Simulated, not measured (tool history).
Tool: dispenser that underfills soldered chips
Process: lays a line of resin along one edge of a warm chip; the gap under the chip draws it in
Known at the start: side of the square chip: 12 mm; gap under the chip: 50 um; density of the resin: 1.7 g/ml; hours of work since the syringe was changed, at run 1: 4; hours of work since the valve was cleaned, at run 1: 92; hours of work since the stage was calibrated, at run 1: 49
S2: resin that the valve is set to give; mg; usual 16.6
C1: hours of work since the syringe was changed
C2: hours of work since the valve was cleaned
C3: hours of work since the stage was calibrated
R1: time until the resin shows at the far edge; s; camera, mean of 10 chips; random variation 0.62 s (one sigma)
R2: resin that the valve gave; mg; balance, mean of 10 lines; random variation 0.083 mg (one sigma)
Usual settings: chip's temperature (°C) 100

Run 1, day 0: usual settings; C1 4; C2 92; C3 49. Result: R1 68.5 s, R2 15.68 mg.
Run 2, day 0.121: usual settings but S2 19.1 mg; C1 6; C2 94; C3 51. Result: R1 72.5 s, R2 18.27 mg.
At day 0.179: new syringe of resin.
Run 3, day 0.325: usual settings but S2 19.1 mg; C1 3; C2 97; C3 55. Result: R1 61.5 s, R2 18.22 mg.
Run 4, day 0.55: usual settings but S2 19.1 mg; C1 6; C2 101; C3 58. Result: R1 74.9 s, R2 17.99 mg.
At day 0.608: new syringe of resin.
Run 5, day 0.725: usual settings but S2 19.1 mg; C1 2; C2 104; C3 61. Result: R1 59.5 s, R2 18.06 mg.
Run 6, day 0.95: usual settings but S2 19.1 mg; C1 6; C2 107; C3 65. Result: R1 71.8 s, R2 18 mg.
At day 1.038: new syringe of resin.
Run 7, day 1.171: usual settings but chip's temperature (°C) 89, S2 16.2 mg; C1 2; C2 111; C3 68. Result: R1 97.7 s, R2 15.45 mg.
Run 8, day 1.342: usual settings but chip's temperature (°C) 89, S2 16.2 mg; C1 5; C2 114; C3 71. Result: R1 111.7 s, R2 15.23 mg.
At day 1.458: new syringe of resin.
Run 9, day 1.471: usual settings but chip's temperature (°C) 89, S2 18 mg; C1 0; C2 116; C3 73. Result: R1 84.5 s, R2 17 mg.
Run 10, day 1.625: usual settings but chip's temperature (°C) 86; C1 3; C2 118; C3 76. Result: R1 112.2 s, R2 15.55 mg.
Run 11, day 1.829: usual settings but chip's temperature (°C) 86; C1 6; C2 122; C3 79. Result: R1 134.3 s, R2 15.49 mg.

Measured less the same run without the tool's hidden state. The same run-to-run variation is in both; the gauge's scatter may not be:
The hidden state here: resin's viscosity, % of fresh resin's; dose that the valve gives, % of what is set; true chip temperature over the reading, C; drift of the gauge itself on fill_s, %; drift of the gauge itself on given_mg, %.
run     R1     R2
  1  +14.5  -0.81
  2  +20.7  -0.96
  3   +9.2  -0.98
  4    +22  -1.02
  5     +7  -1.05
  6  +19.5  -1.08
  7  +12.4  -0.94
  8  +27.2  -0.96
  9   +3.1   -1.1
 10  +17.8  -1.03
 11  +39.1  -1.05
